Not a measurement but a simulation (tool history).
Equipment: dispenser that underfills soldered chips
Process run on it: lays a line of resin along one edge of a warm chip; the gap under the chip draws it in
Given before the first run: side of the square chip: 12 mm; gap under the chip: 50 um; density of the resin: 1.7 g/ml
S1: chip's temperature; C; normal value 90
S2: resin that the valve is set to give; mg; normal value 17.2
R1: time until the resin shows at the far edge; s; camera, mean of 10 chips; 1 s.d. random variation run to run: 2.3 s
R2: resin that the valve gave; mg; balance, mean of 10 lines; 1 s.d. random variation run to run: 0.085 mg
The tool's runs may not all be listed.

Run 1, day 0.000: usual settings. Result: R1 290.6 s, R2 16.75 mg.
At day 0.071: dispensing valve cleaned and set on the balance.
Run 2, day 0.204: usual settings but S1 101 C. Result: R1 213.8 s, R2 17.15 mg.
At day 0.258: new syringe of resin.
Run 3, day 0.446: usual settings but S1 101 C. Result: R1 176.1 s, R2 17.25 mg.
Run 4, day 0.588: usual settings but S1 101 C. Result: R1 209.9 s, R2 17.09 mg.
At day 0.662: new syringe of resin.
Run 5, day 0.896: usual settings. Result: R1 307.4 s, R2 17.01 mg.
At day 1.071: new syringe of resin.
Run 6, day 1.167: usual settings. Result: R1 260.7 s, R2 16.82 mg.
At day 1.467: new syringe of resin.
Run 7, day 1.475: usual settings but S1 86 C, S2 22.1 mg. Result: R1 268.4 s, R2 21.53 mg.
Run 8, day 1.679: usual settings but S1 86 C, S2 22.1 mg. Result: R1 346.3 s, R2 21.70 mg.
At day 1.862: new syringe of resin.
Run 9, day 1.925: usual settings but S1 86 C, S2 19.1 mg. Result: R1 298.1 s, R2 18.54 mg.
Run 10, day 2.183: usual settings but S1 86 C, S2 19.1 mg. Result: R1 414.7 s, R2 18.48 mg.
At day 2.271: new syringe of resin.
At day 2.312: dispensing valve cleaned and set on the balance.
Run 11, day 2.488: usual settings but S1 86 C. Result: R1 341.9 s, R2 17.13 mg.

Forecast each of these 5 alternatives for the next run:
At day 2.717: new syringe of resin.
Run A, day 2.825: usual settings but S1 101 C. Result: R1 ?, R2 ?.
At day 2.717: new syringe of resin.
Run B, day 2.825: usual settings but S1 86 C, S2 16.7 mg. Result: R1 ?, R2 ?.
At day 2.717: new syringe of resin.
Run C, day 2.825: usual settings but S1 93 C, S2 15.6 mg. Result: R1 ?, R2 ?.
At day 2.717: new syringe of resin.
Run D, day 2.825: usual settings but S1 78 C. Result: R1 ?, R2 ?.
At day 2.717: new syringe of resin.
Run E, day 2.825: usual settings but S1 101 C. Result: R1 ?, R2 ?.

run     R1     R2
  A  159.7  16.86
  B  333.8  16.61
  C  237.4  15.38
  D  493.7  17.03
  E  159.2  17.14
With the hidden condition removed and each run's random variation left untouched, the same runs would have given:
run     R1     R2
  A  132.4  17.02
  B  276.2  16.77
  C  196.4  15.53
  D  408.2  17.19
  E  131.9  17.30

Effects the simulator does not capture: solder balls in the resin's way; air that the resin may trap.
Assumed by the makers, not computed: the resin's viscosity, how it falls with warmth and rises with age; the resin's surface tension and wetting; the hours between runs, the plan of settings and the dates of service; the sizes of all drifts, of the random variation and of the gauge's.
